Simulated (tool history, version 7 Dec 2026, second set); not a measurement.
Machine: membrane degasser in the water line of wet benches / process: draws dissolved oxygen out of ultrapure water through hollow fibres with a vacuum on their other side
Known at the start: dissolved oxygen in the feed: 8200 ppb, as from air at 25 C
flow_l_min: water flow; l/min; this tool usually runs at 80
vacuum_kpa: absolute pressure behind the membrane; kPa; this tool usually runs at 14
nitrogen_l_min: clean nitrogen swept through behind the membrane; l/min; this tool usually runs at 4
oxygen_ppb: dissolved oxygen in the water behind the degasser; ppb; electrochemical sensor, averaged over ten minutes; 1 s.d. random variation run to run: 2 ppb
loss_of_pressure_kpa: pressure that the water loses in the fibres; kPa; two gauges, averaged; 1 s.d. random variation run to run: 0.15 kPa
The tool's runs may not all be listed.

Run 1, hour 0: usual settings. Result: oxygen_ppb 464 ppb, loss_of_pressure_kpa 42.07 kPa.
Run 2, hour 323.5: usual settings. Result: oxygen_ppb 460.1 ppb, loss_of_pressure_kpa 41.88 kPa.
Run 3, hour 629.3: usual settings. Result: oxygen_ppb 467.2 ppb, loss_of_pressure_kpa 42.07 kPa.
Run 4, hour 886: usual settings. Result: oxygen_ppb 459.9 ppb, loss_of_pressure_kpa 42.03 kPa.
Run 5, hour 1028.4: usual settings but vacuum_kpa 31.8 kPa. Result: oxygen_ppb 1124 ppb, loss_of_pressure_kpa 41.89 kPa.
Run 6, hour 1337.3: usual settings but vacuum_kpa 31.8 kPa, nitrogen_l_min 6.98 l/min. Result: oxygen_ppb 718.1 ppb, loss_of_pressure_kpa 42.2 kPa.
Run 7, hour 1539.1: usual settings. Result: oxygen_ppb 462.8 ppb, loss_of_pressure_kpa 42.29 kPa.
Run 8, hour 1816.3: usual settings. Result: oxygen_ppb 464.2 ppb, loss_of_pressure_kpa 42.15 kPa.
Run 9, hour 2104.1: usual settings. Result: oxygen_ppb 466.2 ppb, loss_of_pressure_kpa 41.96 kPa.
Run 10, hour 2419.6: usual settings. Result: oxygen_ppb 463.4 ppb, loss_of_pressure_kpa 42.22 kPa.
Run 11, hour 2640: usual settings. Result: oxygen_ppb 465.7 ppb, loss_of_pressure_kpa 42.14 kPa.
Run 12, hour 2961.3: usual settings. Result: oxygen_ppb 465.8 ppb, loss_of_pressure_kpa 42.44 kPa.
Run 13, hour 3250.5: usual settings but vacuum_kpa 14.2 kPa. Result: oxygen_ppb 469 ppb, loss_of_pressure_kpa 42.35 kPa.
Run 14, hour 3404.4: usual settings but vacuum_kpa 14.2 kPa. Result: oxygen_ppb 475.1 ppb, loss_of_pressure_kpa 42.53 kPa.
Run 15, hour 3546.5: usual settings but vacuum_kpa 14.2 kPa. Result: oxygen_ppb 472.4 ppb, loss_of_pressure_kpa 42.09 kPa.
Run 16, hour 3833.4: usual settings but vacuum_kpa 14.2 kPa. Result: oxygen_ppb 468.9 ppb, loss_of_pressure_kpa 42.17 kPa.
Run 17, hour 4145.4: usual settings but vacuum_kpa 13.5 kPa, nitrogen_l_min 3.32 l/min. Result: oxygen_ppb 515.7 ppb, loss_of_pressure_kpa 42.52 kPa.
Run 18, hour 4454.8: usual settings but vacuum_kpa 13.5 kPa, nitrogen_l_min 3.32 l/min. Result: oxygen_ppb 518.7 ppb, loss_of_pressure_kpa 42.56 kPa.
Run 19, hour 4605.8: usual settings but flow_l_min 63 l/min, vacuum_kpa 13.5 kPa, nitrogen_l_min 3.32 l/min. Result: oxygen_ppb 423.1 ppb, loss_of_pressure_kpa 33.35 kPa.
Run 20, hour 4825.2: usual settings but flow_l_min 63 l/min, vacuum_kpa 13.5 kPa, nitrogen_l_min 3.32 l/min. Result: oxygen_ppb 426.2 ppb, loss_of_pressure_kpa 33.36 kPa.
Run 21, hour 5075.1: usual settings but flow_l_min 59 l/min, vacuum_kpa 13.5 kPa, nitrogen_l_min 6.48 l/min. Result: oxygen_ppb 221.7 ppb, loss_of_pressure_kpa 31.37 kPa.
Run 22, hour 5388.1: usual settings but flow_l_min 90 l/min, vacuum_kpa 25.2 kPa, nitrogen_l_min 6.48 l/min. Result: oxygen_ppb 664.9 ppb, loss_of_pressure_kpa 47.56 kPa.
Run 23, hour 5587.8: usual settings but vacuum_kpa 8.5 kPa, nitrogen_l_min 4.8 l/min. Result: oxygen_ppb 203.5 ppb, loss_of_pressure_kpa 42.5 kPa.
Run 24, hour 5779.6: usual settings but vacuum_kpa 8.5 kPa, nitrogen_l_min 4.8 l/min. Result: oxygen_ppb 204.9 ppb, loss_of_pressure_kpa 42.55 kPa.
Run 25, hour 5997.5: usual settings but flow_l_min 102 l/min, vacuum_kpa 11.5 kPa, nitrogen_l_min 4.8 l/min. Result: oxygen_ppb 388.2 ppb, loss_of_pressure_kpa 54.55 kPa.
Run 26, hour 6207: usual settings but flow_l_min 110 l/min, vacuum_kpa 8.9 kPa, nitrogen_l_min 5.38 l/min. Result: oxygen_ppb 264.1 ppb, loss_of_pressure_kpa 58.78 kPa.
Run 27, hour 6347.5: usual settings but flow_l_min 110 l/min, vacuum_kpa 8.9 kPa, nitrogen_l_min 5.38 l/min. Result: oxygen_ppb 266.3 ppb, loss_of_pressure_kpa 59.07 kPa.
Run 28, hour 6662.9: usual settings but flow_l_min 110 l/min, vacuum_kpa 16.7 kPa, nitrogen_l_min 10.17 l/min. Result: oxygen_ppb 343.4 ppb, loss_of_pressure_kpa 58.79 kPa.
Run 29, hour 6834.1: usual settings but flow_l_min 110 l/min, vacuum_kpa 16.7 kPa, nitrogen_l_min 10.17 l/min. Result: oxygen_ppb 343 ppb, loss_of_pressure_kpa 58.46 kPa.
Run 30, hour 7106.6: usual settings but flow_l_min 104 l/min, vacuum_kpa 16.1 kPa, nitrogen_l_min 10.17 l/min. Result: oxygen_ppb 313.3 ppb, loss_of_pressure_kpa 55.5 kPa.
Run 31, hour 7374.8: usual settings but flow_l_min 79 l/min, vacuum_kpa 23.6 kPa, nitrogen_l_min 2.05 l/min. Result: oxygen_ppb 1376.5 ppb, loss_of_pressure_kpa 42.19 kPa.
Run 32, hour 7537.6: usual settings but flow_l_min 79 l/min, vacuum_kpa 23.6 kPa, nitrogen_l_min 2.05 l/min. Result: oxygen_ppb 1381.6 ppb, loss_of_pressure_kpa 42.52 kPa.

The log once held 2 entries between its listed runs, left out of this copy. Where does each go, and what is different about the tool's unlogged condition between the listed run before it and the listed run after it?
In the gap between runs 15 and 16: seals of the vacuum lines changed (hour 3667.8)
  air that leaks in behind the membrane, l/min: 0.0021 -> 0.002; drift of the gauge itself on loss_of_pressure_kpa, %: 1.05 -> 1.13
  what was measured, less what the result would be without the hidden state, loss_of_pressure_kpa: +0.46 -> +0.49 kPa
In the gap between runs 25 and 26: vacuum gauge calibrated (hour 6100.7)
  true pressure behind the membrane over the reading, kPa: 0.01 -> 0; drift of the gauge itself on loss_of_pressure_kpa, %: 1.77 -> 1.83
  what was measured, less what the result would be without the hidden state, loss_of_pressure_kpa: +0.98 -> +1.1 kPa
